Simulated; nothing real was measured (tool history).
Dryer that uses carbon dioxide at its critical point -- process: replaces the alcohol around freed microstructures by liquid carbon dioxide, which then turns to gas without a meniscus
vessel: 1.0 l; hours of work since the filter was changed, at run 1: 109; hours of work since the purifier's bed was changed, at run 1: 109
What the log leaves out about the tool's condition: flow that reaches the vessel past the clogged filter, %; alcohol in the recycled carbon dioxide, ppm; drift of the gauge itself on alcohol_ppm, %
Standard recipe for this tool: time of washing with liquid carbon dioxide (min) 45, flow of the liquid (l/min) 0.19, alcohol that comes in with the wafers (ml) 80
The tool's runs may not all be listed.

run,hour,time of washing with liquid carbon dioxide (min),flow of the liquid (l/min),alcohol that comes in with the wafers (ml),hours of work since the filter was changed,hours of work since the purifier's bed was changed,alcohol left in the vessel before it's heated (ppm by volume)
1,0,45,0.19,80,109,109,51
2,22.3,45,0.19,119,126,126,66
3,49.8,45,0.19,119,146,146,79
4,66.5,45,0.19,119,159,159,88
5,102.4,45,0.122,80,186,186,700
6,130.4,45,0.122,80,206,206,739
7,157.8,45,0.122,80,227,227,744
8,188,45,0.19,80,249,249,87
9,204.6,45,0.19,80,261,261,98
10,224.4,45,0.19,80,276,276,103
11,242,45,0.19,80,289,289,107
12,259.7,45,0.19,80,302,302,102
13,297.6,45,0.19,80,330,330,121
14,329,45,0.19,80,354,354,119
15,361.7,45,0.19,80,378,378,134
16,380.2,45,0.19,80,392,392,145
# hour 401.1: inlet filter changed
17,401.1,45,0.19,80,0,407,72
18,434.9,45,0.19,80,25,432,84
19,456.9,45,0.19,80,41,448,80
20,479.1,45,0.19,80,58,464,95
21,512.2,45,0.19,80,82,489,92
22,552.3,40,0.19,80,112,519,155
23,588.1,45,0.19,80,139,545,113
24,606.4,37,0.148,87,152,559,799
25,628.4,54,0.173,80,169,575,94
26,645.6,45,0.192,72,182,588,108
27,674.5,45,0.192,75,203,609,126
28,697.9,31,0.321,75,220,627,82
29,725.9,44,0.132,96,241,648,806
30,752.9,44,0.212,96,261,668,117
31,770.4,44,0.212,96,274,681,122
32,803.3,37,0.19,65,299,705,289
33,841.7,45,0.29,21,327,734,83
34,882.4,45,0.29,21,357,764,89
35,916.9,45,0.29,21,383,789,99
# hour 950.5: inlet filter changed
36,953.2,45,0.29,100,2,816,104
37,976,36,0.267,29,19,833,97
38,1002.7,36,0.267,29,39,852,99
39,1028,45,0.199,29,58,871,119
40,1068,45,0.199,29,87,901,117
41,1104.4,45,0.199,29,114,928,113
42,1133.8,30,0.137,80,136,950,2175
43,1154.1,45,0.205,104,151,965,141
44,1171.6,44,0.174,72,164,978,192
45,1202.3,58,0.19,24,187,1001,123
46,1220.3,58,0.19,24,200,1014,128

5 options for the next run, each taken on its own from the tool as it stands now. Forecast them:
A,1253,67,0.234,24,225,1038,?
B,1253,61,0.142,80,225,1038,?
C,1253,72,0.262,55,225,1038,?
D,1253,30,0.256,23,225,1038,?
E,1253,45,0.129,80,225,1038,?

run,alcohol left in the vessel before it's heated (ppm by volume)
A,127
B,169
C,119
D,150
E,685
Without the tool's hidden state the same runs would have given:
run,alcohol left in the vessel before it's heated (ppm by volume)
A,9
B,25
C,2
D,18
E,343
